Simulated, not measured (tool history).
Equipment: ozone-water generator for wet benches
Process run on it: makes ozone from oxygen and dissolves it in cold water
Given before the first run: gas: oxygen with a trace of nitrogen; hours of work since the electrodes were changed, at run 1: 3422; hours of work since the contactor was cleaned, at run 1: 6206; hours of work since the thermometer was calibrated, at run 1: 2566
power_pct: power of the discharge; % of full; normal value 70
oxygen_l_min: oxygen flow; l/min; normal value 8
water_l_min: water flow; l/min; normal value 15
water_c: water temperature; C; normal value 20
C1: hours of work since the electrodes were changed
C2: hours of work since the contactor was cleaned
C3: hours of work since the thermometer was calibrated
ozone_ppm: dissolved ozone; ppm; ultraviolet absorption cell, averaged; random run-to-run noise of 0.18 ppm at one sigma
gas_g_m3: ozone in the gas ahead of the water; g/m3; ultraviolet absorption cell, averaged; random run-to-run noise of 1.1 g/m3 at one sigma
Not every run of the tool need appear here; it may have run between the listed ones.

Run 1, hour 0: usual settings; C1 3422; C2 6206; C3 2566. Result: ozone_ppm 20.1 ppm, gas_g_m3 182.7 g/m3.
Run 2, hour 91.4: usual settings; C1 3487; C2 6270; C3 2631. Result: ozone_ppm 20 ppm, gas_g_m3 184 g/m3.
Run 3, hour 193.2: usual settings; C1 3559; C2 6342; C3 2703. Result: ozone_ppm 19.7 ppm, gas_g_m3 181.9 g/m3.
Run 4, hour 259.6: usual settings but power_pct 66 % of full; C1 3605; C2 6389; C3 2749. Result: ozone_ppm 19.4 ppm, gas_g_m3 174.8 g/m3.
Run 5, hour 349: usual settings but power_pct 66 % of full; C1 3669; C2 6452; C3 2812. Result: ozone_ppm 19.4 ppm, gas_g_m3 177.7 g/m3.
Run 6, hour 467.2: usual settings but power_pct 66 % of full; C1 3752; C2 6535; C3 2896. Result: ozone_ppm 19.3 ppm, gas_g_m3 176.2 g/m3.
Run 7, hour 522.6: usual settings but power_pct 66 % of full; C1 3791; C2 6574; C3 2935. Result: ozone_ppm 19.1 ppm, gas_g_m3 175.6 g/m3.
Run 8, hour 630: usual settings but power_pct 66 % of full, water_c 23 C; C1 3867; C2 6650; C3 3011. Result: ozone_ppm 18.1 ppm, gas_g_m3 177.5 g/m3.
Run 9, hour 753.6: usual settings but power_pct 66 % of full, water_c 23 C; C1 3954; C2 6737; C3 3098. Result: ozone_ppm 17.7 ppm, gas_g_m3 175.5 g/m3.
Run 10, hour 844.6: usual settings but power_pct 66 % of full, water_c 23 C; C1 4018; C2 6801; C3 3162. Result: ozone_ppm 18 ppm, gas_g_m3 176.5 g/m3.
Run 11, hour 907.8: usual settings but power_pct 66 % of full, water_c 23 C; C1 4063; C2 6846; C3 3207. Result: ozone_ppm 17.8 ppm, gas_g_m3 174.7 g/m3.
Run 12, hour 1013.2: usual settings but power_pct 85 % of full, water_c 23 C; C1 4137; C2 6920; C3 3281. Result: ozone_ppm 20.2 ppm, gas_g_m3 197.2 g/m3.
At hour 1057.2: water thermometer calibrated.
Run 13, hour 1126: usual settings but water_c 13 C; C1 4216; C2 7000; C3 49. Result: ozone_ppm 22.5 ppm, gas_g_m3 177.8 g/m3.
At hour 1137.2: contactor cleaned.
Run 14, hour 1215.8: usual settings but water_c 13 C; C1 4277; C2 55; C3 109. Result: ozone_ppm 20.6 ppm, gas_g_m3 178.4 g/m3.
Run 15, hour 1295.8: usual settings but oxygen_l_min 8.97 l/min, water_c 13 C; C1 4333; C2 112; C3 165. Result: ozone_ppm 20.8 ppm, gas_g_m3 170.6 g/m3.
Run 16, hour 1368.1: usual settings but water_c 22 C; C1 4384; C2 163; C3 216. Result: ozone_ppm 17.5 ppm, gas_g_m3 178.3 g/m3.
Run 17, hour 1500.2: usual settings; C1 4477; C2 256; C3 310. Result: ozone_ppm 17.9 ppm, gas_g_m3 177.5 g/m3.
Run 18, hour 1614.2: usual settings; C1 4558; C2 336; C3 390. Result: ozone_ppm 17.9 ppm, gas_g_m3 176.9 g/m3.
Run 19, hour 1745.5: usual settings but power_pct 59 % of full, oxygen_l_min 6.77 l/min, water_c 21 C; C1 4650; C2 429; C3 483. Result: ozone_ppm 16.5 ppm, gas_g_m3 176.2 g/m3.
Run 20, hour 1849.9: usual settings but power_pct 74 % of full, oxygen_l_min 7.62 l/min, water_l_min 23 l/min, water_c 27 C; C1 4724; C2 503; C3 556. Result: ozone_ppm 12 ppm, gas_g_m3 184.5 g/m3.
At hour 1909.9: contactor cleaned, once more.
Run 21, hour 1913.6: usual settings but power_pct 74 % of full, oxygen_l_min 5.99 l/min, water_l_min 21 l/min, water_c 12 C; C1 4766; C2 3; C3 598. Result: ozone_ppm 19.6 ppm, gas_g_m3 210.2 g/m3.
Run 22, hour 2017.1: usual settings but power_pct 84 % of full, oxygen_l_min 14.24 l/min, water_l_min 19 l/min; C1 4839; C2 76; C3 671. Result: ozone_ppm 17.9 ppm, gas_g_m3 141.5 g/m3.
Run 23, hour 2099.3: usual settings but power_pct 89 % of full, water_c 14 C; C1 4897; C2 134; C3 729. Result: ozone_ppm 26.4 ppm, gas_g_m3 196.9 g/m3.
Run 24, hour 2177.8: usual settings but power_pct 89 % of full, water_l_min 10 l/min, water_c 25 C; C1 4952; C2 189; C3 785. Result: ozone_ppm 26.1 ppm, gas_g_m3 195.4 g/m3.

For run 25, what comes out?
Run 25, hour 2313.9: usual settings but power_pct 63 % of full, oxygen_l_min 8.55 l/min, water_l_min 21 l/min; C1 5048; C2 285; C3 881. Result: ozone_ppm ?, gas_g_m3 ?.

Run 25 yielded ozone_ppm 15.7 ppm, gas_g_m3 159.8 g/m3.
Minus the tool's unlogged condition, the same run would have read ozone_ppm 18.1 ppm, gas_g_m3 180.5 g/m3.
